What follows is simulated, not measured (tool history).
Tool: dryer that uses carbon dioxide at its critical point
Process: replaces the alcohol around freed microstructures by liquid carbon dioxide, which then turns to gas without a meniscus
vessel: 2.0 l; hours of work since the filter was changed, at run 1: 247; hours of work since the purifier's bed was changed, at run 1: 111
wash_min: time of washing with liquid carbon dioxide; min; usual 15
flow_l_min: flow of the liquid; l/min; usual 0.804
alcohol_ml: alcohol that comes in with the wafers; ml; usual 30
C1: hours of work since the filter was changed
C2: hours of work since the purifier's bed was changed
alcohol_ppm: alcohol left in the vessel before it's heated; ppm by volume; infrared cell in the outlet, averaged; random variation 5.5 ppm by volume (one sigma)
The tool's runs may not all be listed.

{"run": 1, "hour": 0.0, "wash_min": 15, "flow_l_min": 0.804, "alcohol_ml": 30, "C1": 247, "C2": 111, "alcohol_ppm": 213}
{"run": 2, "hour": 28.5, "wash_min": 15, "flow_l_min": 0.804, "alcohol_ml": 30, "C1": 261, "C2": 126, "alcohol_ppm": 224}
{"run": 3, "hour": 71.6, "wash_min": 15, "flow_l_min": 0.804, "alcohol_ml": 30, "C1": 283, "C2": 148, "alcohol_ppm": 228}
{"run": 4, "hour": 110.9, "wash_min": 15, "flow_l_min": 0.804, "alcohol_ml": 30, "C1": 304, "C2": 168, "alcohol_ppm": 223}
{"run": 5, "hour": 137.5, "wash_min": 15, "flow_l_min": 0.804, "alcohol_ml": 30, "C1": 317, "C2": 182, "alcohol_ppm": 241}
{"run": 6, "hour": 185.1, "wash_min": 15, "flow_l_min": 0.804, "alcohol_ml": 30, "C1": 342, "C2": 206, "alcohol_ppm": 246}
{"run": 7, "hour": 231.9, "wash_min": 15, "flow_l_min": 0.982, "alcohol_ml": 30, "C1": 366, "C2": 230, "alcohol_ppm": 119}
{"run": 8, "hour": 285.1, "wash_min": 15, "flow_l_min": 0.804, "alcohol_ml": 30, "C1": 393, "C2": 257, "alcohol_ppm": 268}
{"run": 9, "hour": 306.7, "wash_min": 9, "flow_l_min": 0.804, "alcohol_ml": 30, "C1": 404, "C2": 269, "alcohol_ppm": 1321}
{"run": 10, "hour": 351.5, "wash_min": 9, "flow_l_min": 0.804, "alcohol_ml": 30, "C1": 427, "C2": 292, "alcohol_ppm": 1358}
{"run": 11, "hour": 401.4, "wash_min": 15, "flow_l_min": 0.797, "alcohol_ml": 30, "C1": 453, "C2": 317, "alcohol_ppm": 307}
{"run": 12, "hour": 447.5, "wash_min": 15, "flow_l_min": 0.797, "alcohol_ml": 30, "C1": 477, "C2": 341, "alcohol_ppm": 305}
{"run": 13, "hour": 494.0, "wash_min": 15, "flow_l_min": 0.804, "alcohol_ml": 34, "C1": 501, "C2": 365, "alcohol_ppm": 356}
{"run": 14, "hour": 525.9, "wash_min": 15, "flow_l_min": 0.804, "alcohol_ml": 34, "C1": 517, "C2": 381, "alcohol_ppm": 360}
{"run": 15, "hour": 554.7, "wash_min": 15, "flow_l_min": 0.804, "alcohol_ml": 34, "C1": 532, "C2": 396, "alcohol_ppm": 368}
{"run": 16, "hour": 578.2, "wash_min": 15, "flow_l_min": 0.804, "alcohol_ml": 34, "C1": 544, "C2": 408, "alcohol_ppm": 385}
{"run": 17, "hour": 616.4, "wash_min": 15, "flow_l_min": 0.804, "alcohol_ml": 34, "C1": 564, "C2": 428, "alcohol_ppm": 379}
{"hour": 633.0, "done": "inlet filter changed"}
{"run": 18, "hour": 651.8, "wash_min": 15, "flow_l_min": 0.804, "alcohol_ml": 34, "C1": 10, "C2": 446, "alcohol_ppm": 208}
{"run": 19, "hour": 682.7, "wash_min": 15, "flow_l_min": 0.964, "alcohol_ml": 30, "C1": 26, "C2": 461, "alcohol_ppm": 104}
{"run": 20, "hour": 727.6, "wash_min": 15, "flow_l_min": 0.804, "alcohol_ml": 30, "C1": 49, "C2": 485, "alcohol_ppm": 195}
{"run": 21, "hour": 765.2, "wash_min": 15, "flow_l_min": 0.804, "alcohol_ml": 30, "C1": 68, "C2": 504, "alcohol_ppm": 202}
{"run": 22, "hour": 810.0, "wash_min": 15, "flow_l_min": 0.804, "alcohol_ml": 40, "C1": 91, "C2": 527, "alcohol_ppm": 273}
{"run": 23, "hour": 845.8, "wash_min": 23, "flow_l_min": 1.237, "alcohol_ml": 29, "C1": 109, "C2": 545, "alcohol_ppm": 46}
{"run": 24, "hour": 894.0, "wash_min": 23, "flow_l_min": 1.237, "alcohol_ml": 29, "C1": 134, "C2": 570, "alcohol_ppm": 38}
{"run": 25, "hour": 938.3, "wash_min": 23, "flow_l_min": 0.703, "alcohol_ml": 24, "C1": 157, "C2": 593, "alcohol_ppm": 76}
{"run": 26, "hour": 969.7, "wash_min": 23, "flow_l_min": 0.703, "alcohol_ml": 24, "C1": 173, "C2": 609, "alcohol_ppm": 77}
{"run": 27, "hour": 1021.7, "wash_min": 22, "flow_l_min": 1.262, "alcohol_ml": 113, "C1": 200, "C2": 636, "alcohol_ppm": 57}
{"run": 28, "hour": 1063.4, "wash_min": 15, "flow_l_min": 0.804, "alcohol_ml": 55, "C1": 221, "C2": 657, "alcohol_ppm": 406}
{"run": 29, "hour": 1087.2, "wash_min": 15, "flow_l_min": 1.237, "alcohol_ml": 21, "C1": 234, "C2": 669, "alcohol_ppm": 67}
{"run": 30, "hour": 1120.8, "wash_min": 10, "flow_l_min": 0.748, "alcohol_ml": 93, "C1": 251, "C2": 687, "alcohol_ppm": 3221}
{"run": 31, "hour": 1165.4, "wash_min": 18, "flow_l_min": 1.36, "alcohol_ml": 26, "C1": 274, "C2": 710, "alcohol_ppm": 56}
{"run": 32, "hour": 1209.6, "wash_min": 18, "flow_l_min": 1.36, "alcohol_ml": 26, "C1": 296, "C2": 732, "alcohol_ppm": 58}
{"run": 33, "hour": 1250.1, "wash_min": 12, "flow_l_min": 1.296, "alcohol_ml": 59, "C1": 317, "C2": 753, "alcohol_ppm": 202}
{"run": 34, "hour": 1301.1, "wash_min": 12, "flow_l_min": 1.296, "alcohol_ml": 59, "C1": 344, "C2": 779, "alcohol_ppm": 206}
{"run": 35, "hour": 1348.1, "wash_min": 15, "flow_l_min": 0.879, "alcohol_ml": 66, "C1": 368, "C2": 804, "alcohol_ppm": 418}
{"run": 36, "hour": 1399.8, "wash_min": 19, "flow_l_min": 0.592, "alcohol_ml": 36, "C1": 394, "C2": 830, "alcohol_ppm": 446}
{"run": 37, "hour": 1424.4, "wash_min": 19, "flow_l_min": 0.592, "alcohol_ml": 36, "C1": 407, "C2": 843, "alcohol_ppm": 447}
{"run": 38, "hour": 1468.7, "wash_min": 15, "flow_l_min": 0.804, "alcohol_ml": 35, "C1": 430, "C2": 866, "alcohol_ppm": 364}
{"run": 39, "hour": 1521.0, "wash_min": 15, "flow_l_min": 0.804, "alcohol_ml": 42, "C1": 457, "C2": 893, "alcohol_ppm": 450}
{"run": 40, "hour": 1570.1, "wash_min": 20, "flow_l_min": 0.584, "alcohol_ml": 47, "C1": 482, "C2": 918, "alcohol_ppm": 545}
{"run": 41, "hour": 1606.0, "wash_min": 12, "flow_l_min": 0.63, "alcohol_ml": 74, "C1": 500, "C2": 936, "alcohol_ppm": 3109}
{"hour": 1620.2, "done": "purifier's bed changed"}
{"run": 42, "hour": 1631.6, "wash_min": 12, "flow_l_min": 0.63, "alcohol_ml": 74, "C1": 512, "C2": 6, "alcohol_ppm": 3080}
{"run": 43, "hour": 1658.5, "wash_min": 15, "flow_l_min": 0.63, "alcohol_ml": 74, "C1": 526, "C2": 20, "alcohol_ppm": 1639}
{"run": 44, "hour": 1685.1, "wash_min": 15, "flow_l_min": 0.63, "alcohol_ml": 74, "C1": 539, "C2": 33, "alcohol_ppm": 1668}

Some steps in alcohol_ppm between neighbouring runs. How much of each would the tool show without its hidden state too (settings, what came in, random variation), and how much is left for the hidden state, with any gauge scatter that isn't in both results?
The hidden state here: flow that reaches the vessel past the clogged filter, %; alcohol in the recycled carbon dioxide, ppm; drift of the gauge itself on alcohol_ppm, %.
Run 29 -> 30: wash_min 15 -> 10, flow_l_min 1.237 -> 0.748, alcohol_ml 21 -> 93. alcohol_ppm +3154 ppm by volume: hidden state +582, all else +2572.
Run 30 -> 31: wash_min 10 -> 18, flow_l_min 0.748 -> 1.360, alcohol_ml 93 -> 26. alcohol_ppm -3165 ppm by volume: hidden state -586, all else -2579.
Run 40 -> 41: wash_min 20 -> 12, flow_l_min 0.584 -> 0.630, alcohol_ml 47 -> 74. alcohol_ppm +2564 ppm by volume: hidden state +802, all else +1762.
